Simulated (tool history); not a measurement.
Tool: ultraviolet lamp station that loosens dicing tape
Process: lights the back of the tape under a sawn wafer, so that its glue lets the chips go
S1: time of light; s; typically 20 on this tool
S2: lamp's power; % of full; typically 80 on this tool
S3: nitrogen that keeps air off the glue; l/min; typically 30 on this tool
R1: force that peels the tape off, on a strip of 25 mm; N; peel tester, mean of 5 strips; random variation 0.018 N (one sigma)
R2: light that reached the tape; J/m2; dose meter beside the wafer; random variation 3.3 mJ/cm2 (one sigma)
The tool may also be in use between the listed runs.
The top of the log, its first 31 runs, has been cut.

| run | hour | S1 | S2 | S3 | R1 | R2 |
|---|---|---|---|---|---|---|
| 32 | 392.5 | 12 | 80 | 13 | 3.069 | 2830 |
| 33 | 401.7 | 32 | 78 | 44 | 0.384 | 7310 |
| 34 | 417.9 | 32 | 78 | 44 | 0.391 | 7280 |
| 35 | 430.1 | 39 | 97 | 30 | 0.275 | 10970 |
| 36 | 438.9 | 39 | 97 | 30 | 0.276 | 10890 |
| 37 | 453.2 | 33 | 89 | 30 | 0.386 | 8580 |
| 38 | 467.6 | 22 | 64 | 24 | 1.512 | 4050 |
| 39 | 485.8 | 22 | 64 | 24 | 1.494 | 4060 |
| 40 | 499.1 | 10 | 91 | 30 | 2.391 | 2640 |
| 41 | 512.2 | 30 | 61 | 37 | 0.762 | 5240 |
| 42 | 520.0 | 16 | 69 | 37 | 1.759 | 3160 |
| 43 | 529.1 | 16 | 69 | 37 | 1.680 | 3190 |
| 44 | 546.6 | 16 | 69 | 37 | 1.744 | 3140 |

Forecast each of these 3 alternatives for the next run:
| A | 560.3 | 27 | 80 | 10 | ? | ? |
| B | 560.3 | 27 | 84 | 21 | ? | ? |
| C | 560.3 | 16 | 69 | 9 | ? | ? |

| run | R1 | R2 |
|---|---|---|
| A | 1.459 | 6110 |
| B | 0.829 | 6380 |
| C | 3.139 | 3120 |
Take away the tool's hidden state, keep each run's random variation, and the runs would have read:
| run | R1 | R2 |
|---|---|---|
| A | 1.151 | 7170 |
| B | 0.625 | 7490 |
| C | 2.761 | 3670 |
